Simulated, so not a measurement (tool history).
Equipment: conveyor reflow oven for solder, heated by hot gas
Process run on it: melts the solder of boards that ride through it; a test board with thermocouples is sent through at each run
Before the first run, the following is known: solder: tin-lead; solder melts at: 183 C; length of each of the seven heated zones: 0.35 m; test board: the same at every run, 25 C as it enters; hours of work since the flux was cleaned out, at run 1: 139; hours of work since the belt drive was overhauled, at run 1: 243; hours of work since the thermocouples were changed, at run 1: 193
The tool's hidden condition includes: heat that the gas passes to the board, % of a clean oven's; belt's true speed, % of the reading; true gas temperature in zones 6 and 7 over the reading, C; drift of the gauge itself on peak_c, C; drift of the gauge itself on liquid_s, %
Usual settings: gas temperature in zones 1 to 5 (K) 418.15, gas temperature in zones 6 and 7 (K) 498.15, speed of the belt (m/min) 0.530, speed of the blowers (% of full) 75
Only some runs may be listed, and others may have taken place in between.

run	hour	gas temperature in zones 1 to 5 (K)	gas temperature in zones 6 and 7 (K)	speed of the belt (m/min)	speed of the blowers (% of full)	hours of work since the flux was cleaned out	hours of work since the belt drive was overhauled	hours of work since the thermocouples were changed	highest temperature of the board (K)	time above the solder's melting point (s)
1	0.0	418.15	498.15	0.530	75	139	243	193	480.65	54.4
2	45.4	418.15	504.15	0.530	75	169	273	223	486.75	59.1
3	95.7	418.15	511.15	0.530	75	202	306	256	491.65	62.8
4	158.0	418.15	496.15	0.530	75	243	347	297	479.15	51.0
5	205.5	419.15	498.15	0.530	75	274	378	329	480.85	52.7
6	247.1	418.15	498.15	0.530	75	302	406	356	480.45	52.7
7	284.2	418.15	498.15	0.530	75	326	430	380	480.95	52.0
# hour 312.5: flux residue cleaned out of gas plates and filters
8	346.4	418.15	498.15	0.530	75	22	468	418	481.95	54.5
9	375.2	418.15	498.15	0.530	75	41	487	437	480.75	55.0
10	424.7	418.15	498.15	0.530	75	74	520	470	480.45	54.6
11	468.7	418.15	498.15	0.530	75	103	549	499	480.75	53.4
12	502.7	418.15	498.15	0.530	75	125	571	521	480.55	53.7
13	555.5	430.15	498.15	0.525	63	160	606	556	479.45	58.0
14	615.4	407.15	490.15	0.498	65	200	645	596	470.65	36.5
15	671.3	407.15	490.15	0.498	65	237	682	632	470.15	36.4
16	703.9	407.15	490.15	0.498	65	258	704	654	470.15	36.1
17	755.7	418.15	490.15	0.530	67	292	738	688	471.65	39.7
18	806.8	405.15	510.15	0.530	75	326	772	722	486.45	54.2
# hour 832.1: flux residue cleaned out of gas plates and filters
19	860.4	405.15	510.15	0.530	75	19	804	754	488.05	54.8
20	908.0	418.15	498.15	0.556	62	50	835	785	474.75	42.5
21	962.5	404.15	494.15	0.530	75	86	871	821	474.85	40.2
22	990.8	404.15	494.15	0.530	75	105	890	840	475.25	40.0
23	1028.1	418.15	497.15	0.584	75	129	914	864	476.55	43.6
24	1056.0	418.15	497.15	0.584	75	148	933	883	476.95	42.5

Measured result minus the same run's result without the hidden state. Both carry the same run-to-run variation, though not necessarily the same gauge scatter:
run	highest temperature of the board (K)	time above the solder's melting point (s)
1	-1.10	-1.0
2	-1.30	-1.0
3	-1.50	-0.9
4	-1.60	-1.8
5	-1.80	-1.8
6	-2.00	-2.1
7	-2.10	-2.3
8	-1.00	-0.6
9	-1.10	-0.7
10	-1.30	-0.9
11	-1.50	-1.1
12	-1.60	-1.3
13	-1.60	-1.3
14	-1.90	-3.0
15	-2.10	-3.4
16	-2.20	-3.6
17	-2.40	-3.5
18	-3.00	-2.2
19	-1.60	-0.4
20	-1.60	-1.3
21	-1.90	-1.9
22	-2.10	-2.1
23	-2.10	-1.8
24	-2.30	-1.9
